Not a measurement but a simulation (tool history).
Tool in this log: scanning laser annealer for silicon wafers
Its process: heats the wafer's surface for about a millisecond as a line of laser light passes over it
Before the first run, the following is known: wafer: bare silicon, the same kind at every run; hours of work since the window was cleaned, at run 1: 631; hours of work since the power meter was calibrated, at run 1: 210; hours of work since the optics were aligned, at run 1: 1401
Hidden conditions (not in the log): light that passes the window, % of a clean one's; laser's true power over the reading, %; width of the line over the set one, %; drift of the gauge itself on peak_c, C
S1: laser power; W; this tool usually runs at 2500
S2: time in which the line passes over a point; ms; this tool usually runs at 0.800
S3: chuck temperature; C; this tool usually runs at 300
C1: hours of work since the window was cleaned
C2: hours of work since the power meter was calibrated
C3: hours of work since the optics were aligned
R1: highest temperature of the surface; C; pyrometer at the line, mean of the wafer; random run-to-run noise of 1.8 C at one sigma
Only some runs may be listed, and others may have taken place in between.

run 1 day=0.000 | S1=2500 S2=0.800 S3=300 | C1=631 C2=210 C3=1401 | R1=1074
run 2 day=0.471 | S1=2500 S2=0.800 S3=300 | C1=638 C2=217 C3=1408 | R1=1075
run 3 day=1.121 | S1=2500 S2=0.800 S3=300 | C1=647 C2=227 C3=1418 | R1=1071
run 4 day=1.788 | S1=2500 S2=0.800 S3=301 | C1=657 C2=237 C3=1427 | R1=1073
run 5 day=2.421 | S1=2500 S2=0.800 S3=301 | C1=666 C2=246 C3=1437 | R1=1074
-- day=3.071 optics aligned, line set to its width
run 6 day=3.100 | S1=2500 S2=0.800 S3=301 | C1=673 C2=253 C3=0 | R1=1084
run 7 day=3.462 | S1=2500 S2=0.800 S3=300 | C1=678 C2=258 C3=6 | R1=1083
run 8 day=3.833 | S1=2307 S2=0.800 S3=300 | C1=684 C2=263 C3=11 | R1=1003
run 9 day=4.533 | S1=2307 S2=0.800 S3=300 | C1=694 C2=274 C3=21 | R1=1005
run 10 day=5.225 | S1=2307 S2=0.800 S3=300 | C1=704 C2=284 C3=32 | R1=1005
run 11 day=5.562 | S1=2307 S2=0.800 S3=300 | C1=709 C2=289 C3=36 | R1=1003
run 12 day=6.258 | S1=2365 S2=0.647 S3=300 | C1=719 C2=299 C3=47 | R1=939
run 13 day=6.829 | S1=2365 S2=0.647 S3=300 | C1=728 C2=307 C3=55 | R1=941
run 14 day=7.475 | S1=2365 S2=0.647 S3=300 | C1=737 C2=317 C3=64 | R1=939
run 15 day=7.962 | S1=2160 S2=0.800 S3=300 | C1=744 C2=324 C3=72 | R1=943
run 16 day=8.662 | S1=2632 S2=0.826 S3=264 | C1=754 C2=334 C3=82 | R1=1116
run 17 day=9.188 | S1=2534 S2=0.706 S3=281 | C1=762 C2=342 C3=90 | R1=1026

Forecast each of these 3 alternatives for the next run:
run A day=9.833 | S1=2412 S2=0.919 S3=333 | C1=772 C2=351 C3=99 | R1=?
run B day=9.833 | S1=2386 S2=0.854 S3=303 | C1=772 C2=351 C3=99 | R1=?
run C day=9.833 | S1=2148 S2=0.800 S3=319 | C1=772 C2=351 C3=99 | R1=?

run=A R1=1144
run=B R1=1066
run=C R1=955
With the hidden condition removed and each run's random variation left untouched, the same runs would have given:
run=A R1=1173
run=B R1=1093
run=C R1=978
